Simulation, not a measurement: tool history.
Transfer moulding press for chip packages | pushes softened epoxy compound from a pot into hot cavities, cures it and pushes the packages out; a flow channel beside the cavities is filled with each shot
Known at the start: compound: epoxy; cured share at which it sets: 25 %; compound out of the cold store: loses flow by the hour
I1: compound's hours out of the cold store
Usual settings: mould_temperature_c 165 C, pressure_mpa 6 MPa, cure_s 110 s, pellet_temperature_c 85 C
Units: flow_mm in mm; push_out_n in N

Run 1, day 0: usual settings; I1 24.9. Result: flow_mm 910 mm, push_out_n 506 N.
Run 2, day 0.671: usual settings but pressure_mpa 5.89 MPa; I1 47.4. Result: flow_mm 789 mm, push_out_n 546 N.
At day 0.804: cavities cleaned with cleaning compound and waxed.
Run 3, day 1.642: usual settings; I1 40.9. Result: flow_mm 827 mm, push_out_n 459 N.
Run 4, day 2.604: usual settings; I1 31.8. Result: flow_mm 866 mm, push_out_n 548 N.
At day 2.717: cavities cleaned with cleaning compound and waxed.
Run 5, day 3.192: usual settings; I1 44. Result: flow_mm 806 mm, push_out_n 403 N.
Run 6, day 3.583: usual settings; I1 44.5. Result: flow_mm 795 mm, push_out_n 453 N.
Run 7, day 4.083: usual settings; I1 17.4. Result: flow_mm 938 mm, push_out_n 506 N.
At day 4.662: cavities cleaned with cleaning compound and waxed.
Run 8, day 4.804: usual settings; I1 18.8. Result: flow_mm 924 mm, push_out_n 375 N.
Run 9, day 5.288: usual settings; I1 26.6. Result: flow_mm 874 mm, push_out_n 409 N.
At day 5.417: mould's thermocouples calibrated.
Run 10, day 5.992: usual settings; I1 15.2. Result: flow_mm 928 mm, push_out_n 480 N.
At day 6.646: cavities cleaned with cleaning compound and waxed.
Run 11, day 6.646: usual settings; I1 39.2. Result: flow_mm 803 mm, push_out_n 330 N.
Run 12, day 7.362: usual settings; I1 10.1. Result: flow_mm 958 mm, push_out_n 456 N.
Run 13, day 8.054: usual settings; I1 29. Result: flow_mm 841 mm, push_out_n 515 N.
At day 8.55: cavities cleaned with cleaning compound and waxed.
At day 8.754: mould's thermocouples calibrated, once more.
Run 14, day 8.921: usual settings; I1 9. Result: flow_mm 949 mm, push_out_n 419 N.
Run 15, day 9.375: usual settings; I1 27.3. Result: flow_mm 851 mm, push_out_n 457 N.

The next listed run, before its measurement:
Run 16, day 10.067: usual settings but mould_temperature_c 159 C, pressure_mpa 4.77 MPa, cure_s 94 s, pellet_temperature_c 77 C; I1 10.6. Result: flow_mm ?, push_out_n ?.

{"run 16": {"flow_mm": 849, "push_out_n": 966}}
Without the tool's hidden state the same run would have given flow_mm 919 mm, push_out_n 627 N.
